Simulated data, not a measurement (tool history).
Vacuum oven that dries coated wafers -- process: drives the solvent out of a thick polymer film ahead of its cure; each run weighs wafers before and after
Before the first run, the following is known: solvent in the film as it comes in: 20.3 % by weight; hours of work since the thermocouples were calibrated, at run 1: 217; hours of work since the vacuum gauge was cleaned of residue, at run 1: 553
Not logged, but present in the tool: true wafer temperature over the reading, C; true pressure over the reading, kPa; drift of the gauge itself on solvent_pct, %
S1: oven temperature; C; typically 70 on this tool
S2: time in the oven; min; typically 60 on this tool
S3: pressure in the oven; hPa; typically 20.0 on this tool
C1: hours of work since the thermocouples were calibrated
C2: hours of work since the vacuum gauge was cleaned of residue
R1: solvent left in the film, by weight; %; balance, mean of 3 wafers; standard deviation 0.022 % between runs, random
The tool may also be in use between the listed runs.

| run | hour | S1 | S2 | S3 | C1 | C2 | R1 |
|---|---|---|---|---|---|---|---|
| 1 | 0.0 | 70 | 60 | 20.0 | 217 | 553 | 4.37 |
| 2 | 17.7 | 70 | 58 | 20.0 | 230 | 566 | 4.48 |
| 3 | 52.6 | 70 | 58 | 20.0 | 255 | 592 | 4.48 |
| 4 | 88.1 | 70 | 58 | 20.0 | 281 | 617 | 4.50 |
| 5 | 113.0 | 70 | 58 | 20.0 | 299 | 635 | 4.51 |
| 6 | 138.5 | 70 | 60 | 20.0 | 318 | 654 | 4.38 |
| 7 | 175.3 | 70 | 60 | 20.0 | 344 | 681 | 4.41 |
| 8 | 208.6 | 70 | 60 | 20.0 | 369 | 705 | 4.39 |
| 9 | 225.5 | 70 | 60 | 20.0 | 381 | 717 | 4.35 |
| 10 | 242.2 | 70 | 47 | 20.0 | 393 | 729 | 5.38 |
| 11 | 271.1 | 70 | 60 | 20.0 | 414 | 750 | 4.36 |
| 12 | 306.4 | 70 | 60 | 20.0 | 440 | 776 | 4.38 |
| 13 | 341.8 | 70 | 60 | 20.0 | 465 | 801 | 4.37 |
| 14 | 358.8 | 70 | 60 | 20.0 | 478 | 814 | 4.36 |
| 15 | 383.9 | 69 | 60 | 13.5 | 496 | 832 | 4.08 |
| 16 | 421.4 | 69 | 35 | 41.1 | 523 | 859 | 9.27 |
| 17 | 442.0 | 84 | 107 | 11.9 | 538 | 874 | 0.98 |
| 18 | 464.3 | 70 | 60 | 74.0 | 554 | 890 | 10.15 |
| 19 | 497.9 | 75 | 35 | 24.0 | 578 | 915 | 4.77 |
| 20 | 514.0 | 75 | 35 | 24.0 | 590 | 926 | 4.74 |
| 21 | 551.6 | 75 | 35 | 24.0 | 617 | 954 | 4.76 |
| 22 | 590.0 | 75 | 70 | 34.0 | 645 | 981 | 3.86 |
| 23 | 612.1 | 85 | 68 | 10.2 | 661 | 997 | 0.83 |
| 24 | 647.4 | 56 | 32 | 10.2 | 687 | 1023 | 13.05 |

4 ways to go on from here, each from the tool as it stands after run 24. What would each give?
|  | 665.4 | oven's thermocouples calibrated |
| A | 679.8 | 60 | 108 | 20.0 | 10 | 1045 | ? |
|  | 665.4 | oven's thermocouples calibrated |
| B | 679.8 | 56 | 32 | 15.3 | 10 | 1045 | ? |
|  | 665.4 | oven's thermocouples calibrated |
| C | 679.8 | 73 | 42 | 21.0 | 10 | 1045 | ? |
|  | 665.4 | oven's thermocouples calibrated |
| D | 679.8 | 57 | 68 | 14.4 | 10 | 1045 | ? |

| run | R1 |
|---|---|
| A | 7.11 |
| B | 13.80 |
| C | 4.90 |
| D | 10.16 |
The same runs, with their run-to-run variation unchanged, on a tool lacking any hidden condition would have given:
| run | R1 |
|---|---|
| A | 6.63 |
| B | 13.51 |
| C | 4.60 |
| D | 9.75 |

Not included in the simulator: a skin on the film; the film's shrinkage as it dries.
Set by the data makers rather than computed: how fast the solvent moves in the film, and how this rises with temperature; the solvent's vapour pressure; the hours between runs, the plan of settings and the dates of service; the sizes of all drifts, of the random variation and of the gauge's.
